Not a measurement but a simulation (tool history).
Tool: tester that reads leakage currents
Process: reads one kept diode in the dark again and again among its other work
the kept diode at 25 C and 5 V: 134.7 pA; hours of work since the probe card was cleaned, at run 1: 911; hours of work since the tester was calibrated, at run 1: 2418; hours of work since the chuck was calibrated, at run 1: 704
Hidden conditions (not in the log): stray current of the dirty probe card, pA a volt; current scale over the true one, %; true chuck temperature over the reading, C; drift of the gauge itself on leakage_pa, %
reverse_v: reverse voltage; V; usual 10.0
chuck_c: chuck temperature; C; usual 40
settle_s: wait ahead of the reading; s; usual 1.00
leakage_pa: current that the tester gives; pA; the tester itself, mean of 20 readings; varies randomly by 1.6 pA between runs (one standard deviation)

run,day,reverse_v,chuck_c,settle_s,hours of work since the probe card was cleaned,hours of work since the tester was calibrated,hours of work since the chuck was calibrated,leakage_pa
1,0.000,10.0,40,1.00,911,2418,704,629.67
# day 0.792: chuck's temperature calibrated
2,3.375,10.0,40,1.00,974,2481,49,658.11
3,6.583,10.0,40,1.00,1036,2542,111,661.23
4,10.462,10.0,40,1.00,1110,2617,185,675.02
# day 12.575: chuck's temperature calibrated, once more
5,13.050,10.0,40,1.00,1158,2664,9,549.96
6,14.867,15.7,40,1.00,1193,2699,44,691.42
7,16.558,10.0,40,1.00,1225,2732,76,556.09
8,18.367,10.0,40,1.00,1260,2766,111,560.77
9,22.238,10.0,40,1.00,1334,2840,185,567.89
# day 25.479: probe card cleaned and baked
10,25.758,10.0,40,0.34,5,2905,250,572.93
11,28.096,10.0,40,0.34,50,2950,294,579.30
12,30.375,10.0,40,1.00,94,2993,338,575.28
13,32.762,10.0,40,1.00,139,3039,384,575.11
14,35.529,6.6,40,1.00,192,3092,437,475.20
15,38.846,6.6,40,1.00,256,3156,500,480.66
16,42.500,6.6,40,1.24,326,3225,570,488.69
17,45.233,6.6,22,1.24,378,3278,622,142.84
18,48.496,6.6,22,1.24,440,3340,685,143.77
# day 50.292: chuck's temperature calibrated
19,50.892,19.7,42,3.65,484,3384,11,884.11
20,52.954,19.7,42,3.65,524,3424,51,896.61
21,56.525,19.7,42,3.65,592,3492,119,900.39
22,59.183,1.6,28,0.82,643,3543,170,102.99
23,61.488,19.8,35,0.82,687,3587,214,588.35
24,63.117,3.9,59,0.82,718,3618,245,1189.39
25,65.512,10.0,58,1.00,764,3664,291,1794.63
26,67.329,5.7,48,1.00,799,3699,326,748.73
27,70.421,14.3,33,2.56,858,3758,385,447.24
28,73.150,14.3,33,2.56,910,3810,437,452.19
29,76.654,6.7,39,2.88,977,3877,504,468.78
30,80.096,1.6,42,0.65,1043,3943,570,286.62
31,83.279,10.0,24,0.43,1104,4004,631,218.03
32,87.162,10.0,24,0.43,1178,4078,705,222.20
# day 87.938: chuck's temperature calibrated
33,90.029,10.0,36,4.77,1232,4131,40,428.12
# day 91.954: tester calibrated
34,93.779,10.0,36,4.77,1302,35,110,425.54
35,96.892,3.8,41,7.90,1361,94,170,371.39

Below are 3 alternative next runs, each starting from the tool's condition after run 35. Predict each:
# day 98.683: probe card cleaned and baked
A,100.183,3.0,40,1.23,29,155,230,?
# day 98.683: probe card cleaned and baked
B,100.183,3.8,25,7.90,29,155,230,?
# day 98.683: probe card cleaned and baked
C,100.183,6.0,59,0.75,29,155,230,?

run,leakage_pa
A,310.54
B,122.37
C,1429.65
What these runs would have given with no unlogged condition in the tool:
run,leakage_pa
A,299.95
B,117.74
C,1386.04
